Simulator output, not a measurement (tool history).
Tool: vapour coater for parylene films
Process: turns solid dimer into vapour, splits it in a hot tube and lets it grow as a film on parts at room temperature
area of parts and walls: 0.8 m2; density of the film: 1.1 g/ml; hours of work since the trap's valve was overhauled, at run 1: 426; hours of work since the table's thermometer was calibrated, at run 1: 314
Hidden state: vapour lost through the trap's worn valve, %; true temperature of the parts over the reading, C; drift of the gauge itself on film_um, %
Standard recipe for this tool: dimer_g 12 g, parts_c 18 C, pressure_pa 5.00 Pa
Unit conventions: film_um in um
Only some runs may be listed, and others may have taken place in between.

run,hour,dimer_g,parts_c,pressure_pa,hours of work since the trap's valve was overhauled,hours of work since the table's thermometer was calibrated,film_um
1,0.0,12,18,5.00,426,314,7.98
2,28.8,12,18,5.00,450,337,7.85
3,79.6,12,18,5.00,492,379,7.85
4,128.2,12,18,5.00,532,419,7.90
5,156.8,12,18,5.00,555,442,7.92
6,186.8,12,18,5.00,580,467,7.81
7,217.8,12,18,5.00,605,492,7.88
# hour 253.6: trap's valve overhauled
8,265.1,12,18,5.00,9,528,8.16
9,302.9,12,18,8.49,41,559,7.59
10,345.0,12,18,8.49,75,593,7.58
11,389.3,12,18,5.00,111,630,8.18
12,416.8,12,18,5.00,134,652,8.12
13,458.8,12,18,5.00,168,687,8.13
14,505.7,12,18,5.00,207,725,8.16
15,555.2,12,18,5.00,248,766,8.18
16,582.4,17,18,5.00,270,788,11.44
17,618.1,16,18,5.00,299,818,10.82
18,659.9,16,18,5.00,333,852,10.74
19,699.2,16,18,5.00,366,884,10.81
20,723.9,16,18,5.00,386,904,10.73
21,770.6,12,22,5.00,424,943,6.76
22,793.7,12,18,3.29,443,962,8.52
23,816.9,12,13,5.00,462,981,10.05
# hour 822.6: table's thermometer calibrated
24,845.6,8,18,7.24,485,19,5.07
25,891.1,7,18,7.24,522,56,4.36
26,920.9,7,18,7.24,547,81,4.34
27,955.9,17,24,5.00,576,109,8.58
28,1003.1,9,17,2.01,614,148,7.20
# hour 1029.5: trap's valve overhauled
29,1056.3,7,18,6.00,22,189,4.78
# hour 1077.4: table's thermometer calibrated, once more
30,1081.1,7,18,6.00,42,3,4.61
31,1126.6,7,12,3.63,79,40,6.57
32,1152.5,9,10,7.09,100,62,8.15
33,1198.4,9,10,7.09,138,99,8.30
34,1242.5,9,10,7.09,174,135,8.34
35,1282.7,9,10,7.09,207,168,8.29
36,1318.6,9,10,7.09,236,198,8.23
37,1346.4,12,18,6.14,259,221,7.77
38,1372.5,7,16,5.00,281,242,5.14
39,1413.0,7,12,5.00,314,275,6.17
40,1447.7,7,12,5.00,342,304,6.12
41,1489.7,9,28,5.00,377,338,3.79
42,1528.3,15,18,2.38,409,370,11.24
43,1570.8,9,12,5.00,443,405,7.84
44,1595.7,16,25,6.46,464,425,7.45
45,1646.1,15,18,5.00,505,467,9.92
46,1672.2,5,11,5.70,527,488,4.41

The logged runs with the hidden state left out (each run's random variation unchanged):
run,film_um
1,8.26
2,8.14
3,8.16
4,8.24
5,8.27
6,8.17
7,8.26
8,8.14
9,7.59
10,7.60
11,8.23
12,8.18
13,8.21
14,8.26
15,8.30
16,11.64
17,11.03
18,10.97
19,11.07
20,11.01
21,6.96
22,8.78
23,10.37
24,5.19
25,4.48
26,4.47
27,8.85
28,7.45
29,4.68
30,4.65
31,6.64
32,8.25
33,8.43
34,8.49
35,8.46
36,8.42
37,7.96
38,5.28
39,6.34
40,6.30
41,3.91
42,11.64
43,8.14
44,7.74
45,10.35
46,4.61
